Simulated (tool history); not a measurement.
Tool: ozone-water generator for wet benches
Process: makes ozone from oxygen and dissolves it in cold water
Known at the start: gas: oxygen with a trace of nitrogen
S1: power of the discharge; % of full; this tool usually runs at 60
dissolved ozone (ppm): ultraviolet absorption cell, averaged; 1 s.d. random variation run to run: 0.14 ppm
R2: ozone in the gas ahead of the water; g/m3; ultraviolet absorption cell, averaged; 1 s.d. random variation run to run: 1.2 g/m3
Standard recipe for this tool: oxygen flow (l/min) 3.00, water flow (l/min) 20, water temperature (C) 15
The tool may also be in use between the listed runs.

run 1 hour=0.0 | S1=60 oxygen_flow_(l/min)=3.00 water_flow_(l/min)=20 water_temperature_(C)=15 | dissolved_ozone_(ppm)=16.0 R2=214.4
run 2 hour=121.0 | S1=60 oxygen_flow_(l/min)=3.00 water_flow_(l/min)=20 water_temperature_(C)=15 | dissolved_ozone_(ppm)=16.3 R2=215.9
run 3 hour=174.0 | S1=60 oxygen_flow_(l/min)=3.00 water_flow_(l/min)=20 water_temperature_(C)=15 | dissolved_ozone_(ppm)=16.2 R2=215.5
run 4 hour=290.6 | S1=60 oxygen_flow_(l/min)=3.00 water_flow_(l/min)=20 water_temperature_(C)=15 | dissolved_ozone_(ppm)=16.0 R2=215.2
run 5 hour=384.2 | S1=60 oxygen_flow_(l/min)=3.00 water_flow_(l/min)=20 water_temperature_(C)=15 | dissolved_ozone_(ppm)=15.8 R2=214.9
run 6 hour=493.4 | S1=60 oxygen_flow_(l/min)=3.00 water_flow_(l/min)=20 water_temperature_(C)=15 | dissolved_ozone_(ppm)=16.2 R2=213.0
run 7 hour=585.7 | S1=60 oxygen_flow_(l/min)=3.00 water_flow_(l/min)=20 water_temperature_(C)=15 | dissolved_ozone_(ppm)=16.1 R2=214.6
run 8 hour=643.8 | S1=60 oxygen_flow_(l/min)=3.00 water_flow_(l/min)=20 water_temperature_(C)=15 | dissolved_ozone_(ppm)=16.3 R2=212.8
run 9 hour=729.6 | S1=60 oxygen_flow_(l/min)=3.00 water_flow_(l/min)=20 water_temperature_(C)=15 | dissolved_ozone_(ppm)=16.2 R2=213.2
run 10 hour=801.7 | S1=60 oxygen_flow_(l/min)=3.00 water_flow_(l/min)=20 water_temperature_(C)=15 | dissolved_ozone_(ppm)=16.0 R2=212.9
run 11 hour=900.0 | S1=60 oxygen_flow_(l/min)=3.00 water_flow_(l/min)=20 water_temperature_(C)=15 | dissolved_ozone_(ppm)=16.3 R2=213.8
run 12 hour=991.1 | S1=60 oxygen_flow_(l/min)=3.00 water_flow_(l/min)=20 water_temperature_(C)=15 | dissolved_ozone_(ppm)=16.2 R2=215.9
run 13 hour=1087.2 | S1=60 oxygen_flow_(l/min)=3.00 water_flow_(l/min)=20 water_temperature_(C)=15 | dissolved_ozone_(ppm)=16.2 R2=213.0
run 14 hour=1179.0 | S1=60 oxygen_flow_(l/min)=3.00 water_flow_(l/min)=20 water_temperature_(C)=15 | dissolved_ozone_(ppm)=16.2 R2=213.0
run 15 hour=1290.1 | S1=60 oxygen_flow_(l/min)=3.00 water_flow_(l/min)=20 water_temperature_(C)=15 | dissolved_ozone_(ppm)=16.0 R2=213.5
run 16 hour=1406.2 | S1=60 oxygen_flow_(l/min)=3.00 water_flow_(l/min)=20 water_temperature_(C)=15 | dissolved_ozone_(ppm)=16.2 R2=210.5
run 17 hour=1462.2 | S1=60 oxygen_flow_(l/min)=3.00 water_flow_(l/min)=20 water_temperature_(C)=15 | dissolved_ozone_(ppm)=16.0 R2=211.7
-- hour=1536.0 contactor cleaned
run 18 hour=1570.1 | S1=52 oxygen_flow_(l/min)=4.27 water_flow_(l/min)=20 water_temperature_(C)=8 | dissolved_ozone_(ppm)=17.9 R2=169.3
run 19 hour=1660.5 | S1=52 oxygen_flow_(l/min)=4.27 water_flow_(l/min)=20 water_temperature_(C)=8 | dissolved_ozone_(ppm)=17.8 R2=169.9
run 20 hour=1783.9 | S1=60 oxygen_flow_(l/min)=5.28 water_flow_(l/min)=20 water_temperature_(C)=16 | dissolved_ozone_(ppm)=19.3 R2=176.4
run 21 hour=1839.2 | S1=80 oxygen_flow_(l/min)=3.10 water_flow_(l/min)=14 water_temperature_(C)=20 | dissolved_ozone_(ppm)=25.3 R2=259.6
run 22 hour=1962.5 | S1=60 oxygen_flow_(l/min)=1.75 water_flow_(l/min)=20 water_temperature_(C)=15 | dissolved_ozone_(ppm)=12.6 R2=250.4
run 23 hour=2035.0 | S1=49 oxygen_flow_(l/min)=3.28 water_flow_(l/min)=14 water_temperature_(C)=7 | dissolved_ozone_(ppm)=21.0 R2=176.4
run 24 hour=2099.7 | S1=49 oxygen_flow_(l/min)=4.36 water_flow_(l/min)=27 water_temperature_(C)=7 | dissolved_ozone_(ppm)=13.3 R2=160.4
-- hour=2189.7 water thermometer calibrated
run 25 hour=2197.9 | S1=60 oxygen_flow_(l/min)=3.00 water_flow_(l/min)=14 water_temperature_(C)=15 | dissolved_ozone_(ppm)=21.6 R2=213.4
run 26 hour=2256.4 | S1=47 oxygen_flow_(l/min)=3.49 water_flow_(l/min)=14 water_temperature_(C)=8 | dissolved_ozone_(ppm)=20.8 R2=168.1
run 27 hour=2327.5 | S1=47 oxygen_flow_(l/min)=3.49 water_flow_(l/min)=14 water_temperature_(C)=22 | dissolved_ozone_(ppm)=17.0 R2=165.5
run 28 hour=2448.7 | S1=47 oxygen_flow_(l/min)=3.49 water_flow_(l/min)=14 water_temperature_(C)=22 | dissolved_ozone_(ppm)=17.0 R2=169.0
run 29 hour=2558.4 | S1=72 oxygen_flow_(l/min)=3.00 water_flow_(l/min)=13 water_temperature_(C)=18 | dissolved_ozone_(ppm)=24.9 R2=242.5
run 30 hour=2626.4 | S1=60 oxygen_flow_(l/min)=3.00 water_flow_(l/min)=20 water_temperature_(C)=14 | dissolved_ozone_(ppm)=16.3 R2=211.0
run 31 hour=2699.9 | S1=60 oxygen_flow_(l/min)=2.94 water_flow_(l/min)=20 water_temperature_(C)=15 | dissolved_ozone_(ppm)=16.0 R2=211.4
run 32 hour=2784.7 | S1=60 oxygen_flow_(l/min)=3.00 water_flow_(l/min)=17 water_temperature_(C)=15 | dissolved_ozone_(ppm)=18.7 R2=209.8
-- hour=2852.8 gauge calibrated
run 33 hour=2865.0 | S1=60 oxygen_flow_(l/min)=3.00 water_flow_(l/min)=17 water_temperature_(C)=15 | dissolved_ozone_(ppm)=18.7 R2=214.4

3 ways to go on from here, each from the tool as it stands after run 33. What would each give?
run A hour=2962.7 | S1=52 oxygen_flow_(l/min)=3.00 water_flow_(l/min)=20 water_temperature_(C)=13 | dissolved_ozone_(ppm)=? R2=?
run B hour=2962.7 | S1=87 oxygen_flow_(l/min)=2.26 water_flow_(l/min)=17 water_temperature_(C)=20 | dissolved_ozone_(ppm)=? R2=?
run C hour=2962.7 | S1=60 oxygen_flow_(l/min)=3.00 water_flow_(l/min)=20 water_temperature_(C)=16 | dissolved_ozone_(ppm)=? R2=?

run=A dissolved_ozone_(ppm)=14.6 R2=194.5
run=B dissolved_ozone_(ppm)=20.9 R2=308.6
run=C dissolved_ozone_(ppm)=15.9 R2=215.5
Without the tool's hidden state the same runs would have given:
run=A dissolved_ozone_(ppm)=14.6 R2=194.9
run=B dissolved_ozone_(ppm)=20.9 R2=309.3
run=C dissolved_ozone_(ppm)=15.9 R2=215.9
